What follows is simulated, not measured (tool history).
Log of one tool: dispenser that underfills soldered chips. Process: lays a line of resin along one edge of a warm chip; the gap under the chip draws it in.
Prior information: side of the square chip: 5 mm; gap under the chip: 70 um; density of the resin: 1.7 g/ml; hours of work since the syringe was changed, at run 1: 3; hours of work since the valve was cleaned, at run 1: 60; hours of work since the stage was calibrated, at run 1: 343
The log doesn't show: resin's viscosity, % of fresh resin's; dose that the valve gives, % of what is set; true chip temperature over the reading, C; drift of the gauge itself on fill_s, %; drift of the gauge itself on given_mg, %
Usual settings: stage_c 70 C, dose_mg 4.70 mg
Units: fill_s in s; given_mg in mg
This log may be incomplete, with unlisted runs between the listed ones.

| run | hour | stage_c | dose_mg | hours of work since the syringe was changed | hours of work since the valve was cleaned | hours of work since the stage was calibrated | fill_s | given_mg |
|---|---|---|---|---|---|---|---|---|
| 1 | 0.0 | 70 | 4.70 | 3 | 60 | 343 | 25.7 | 4.41 |
|  | 4.9 | new syringe of resin |
| 2 | 6.9 | 70 | 4.70 | 1 | 64 | 347 | 24.3 | 4.36 |
|  | 14.6 | new syringe of resin |
| 3 | 20.4 | 70 | 4.70 | 4 | 72 | 355 | 27.8 | 4.36 |
|  | 24.7 | new syringe of resin |
|  | 35.3 | new syringe of resin |
| 4 | 35.3 | 70 | 4.70 | 0 | 81 | 364 | 22.7 | 4.31 |
|  | 45.3 | new syringe of resin |
| 5 | 49.0 | 70 | 4.70 | 2 | 89 | 372 | 25.1 | 4.26 |
|  | 55.3 | dispensing valve cleaned and set on the balance |
|  | 56.4 | new syringe of resin |
| 6 | 56.9 | 80 | 4.48 | 0 | 1 | 376 | 15.4 | 4.45 |

Expected results for the next run?
|  | 66.2 | new syringe of resin |
| 7 | 68.7 | 69 | 6.08 | 2 | 8 | 383 | ? | ? |

{"run 7": {"fill_s": 24.4, "given_mg": 6.04}}
On a tool with no hidden condition, and with the same random variation, this run would have come out at fill_s 24.2 s, given_mg 6.07 mg.
